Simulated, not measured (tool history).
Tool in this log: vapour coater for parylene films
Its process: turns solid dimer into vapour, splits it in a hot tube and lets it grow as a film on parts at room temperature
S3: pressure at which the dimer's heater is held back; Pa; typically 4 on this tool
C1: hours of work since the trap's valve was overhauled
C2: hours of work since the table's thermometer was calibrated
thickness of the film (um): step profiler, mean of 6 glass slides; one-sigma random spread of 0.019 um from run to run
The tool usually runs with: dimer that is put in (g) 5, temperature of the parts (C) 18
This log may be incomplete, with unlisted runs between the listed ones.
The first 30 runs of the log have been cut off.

run 31 hour=492.4 | dimer_that_is_put_in_(g)=5 temperature_of_the_parts_(C)=21 S3=4 | C1=134 C2=746 | thickness_of_the_film_(um)=1.28
run 32 hour=515.6 | dimer_that_is_put_in_(g)=5 temperature_of_the_parts_(C)=21 S3=4 | C1=154 C2=765 | thickness_of_the_film_(um)=1.31
run 33 hour=525.8 | dimer_that_is_put_in_(g)=5 temperature_of_the_parts_(C)=13 S3=4 | C1=162 C2=773 | thickness_of_the_film_(um)=1.62
run 34 hour=538 | dimer_that_is_put_in_(g)=5 temperature_of_the_parts_(C)=10 S3=4 | C1=172 C2=783 | thickness_of_the_film_(um)=1.78
run 35 hour=551.8 | dimer_that_is_put_in_(g)=5 temperature_of_the_parts_(C)=10 S3=4 | C1=183 C2=795 | thickness_of_the_film_(um)=1.76
run 36 hour=563.4 | dimer_that_is_put_in_(g)=2 temperature_of_the_parts_(C)=11 S3=9.02 | C1=193 C2=804 | thickness_of_the_film_(um)=0.62
run 37 hour=583.2 | dimer_that_is_put_in_(g)=5 temperature_of_the_parts_(C)=15 S3=2.53 | C1=209 C2=820 | thickness_of_the_film_(um)=1.67
run 38 hour=599.3 | dimer_that_is_put_in_(g)=4 temperature_of_the_parts_(C)=19 S3=4 | C1=222 C2=834 | thickness_of_the_film_(um)=1.13
run 39 hour=617.7 | dimer_that_is_put_in_(g)=2 temperature_of_the_parts_(C)=20 S3=4 | C1=238 C2=849 | thickness_of_the_film_(um)=0.53
run 40 hour=630.1 | dimer_that_is_put_in_(g)=5 temperature_of_the_parts_(C)=24 S3=4 | C1=248 C2=859 | thickness_of_the_film_(um)=1.22
run 41 hour=653.2 | dimer_that_is_put_in_(g)=5 temperature_of_the_parts_(C)=24 S3=4 | C1=267 C2=878 | thickness_of_the_film_(um)=1.23
run 42 hour=663.9 | dimer_that_is_put_in_(g)=7 temperature_of_the_parts_(C)=13 S3=4.63 | C1=276 C2=887 | thickness_of_the_film_(um)=2.26
run 43 hour=681.6 | dimer_that_is_put_in_(g)=7 temperature_of_the_parts_(C)=13 S3=4.63 | C1=290 C2=901 | thickness_of_the_film_(um)=2.19
run 44 hour=696.5 | dimer_that_is_put_in_(g)=8 temperature_of_the_parts_(C)=21 S3=8.21 | C1=302 C2=914 | thickness_of_the_film_(um)=1.94

Alternative continuations, all from the tool just after run 44; predict every row:
-- hour=707.5 trap's valve overhauled
run A hour=716.5 | dimer_that_is_put_in_(g)=3 temperature_of_the_parts_(C)=15 S3=4 | C1=7 C2=927 | thickness_of_the_film_(um)=?
-- hour=707.5 trap's valve overhauled
run B hour=716.5 | dimer_that_is_put_in_(g)=5 temperature_of_the_parts_(C)=18 S3=3.19 | C1=7 C2=927 | thickness_of_the_film_(um)=?
-- hour=707.5 trap's valve overhauled
run C hour=716.5 | dimer_that_is_put_in_(g)=5 temperature_of_the_parts_(C)=25 S3=3.23 | C1=7 C2=927 | thickness_of_the_film_(um)=?

run=A thickness_of_the_film_(um)=0.89
run=B thickness_of_the_film_(um)=1.49
run=C thickness_of_the_film_(um)=1.25
With no hidden state in the tool, these same runs would have given:
run=A thickness_of_the_film_(um)=0.89
run=B thickness_of_the_film_(um)=1.49
run=C thickness_of_the_film_(um)=1.25

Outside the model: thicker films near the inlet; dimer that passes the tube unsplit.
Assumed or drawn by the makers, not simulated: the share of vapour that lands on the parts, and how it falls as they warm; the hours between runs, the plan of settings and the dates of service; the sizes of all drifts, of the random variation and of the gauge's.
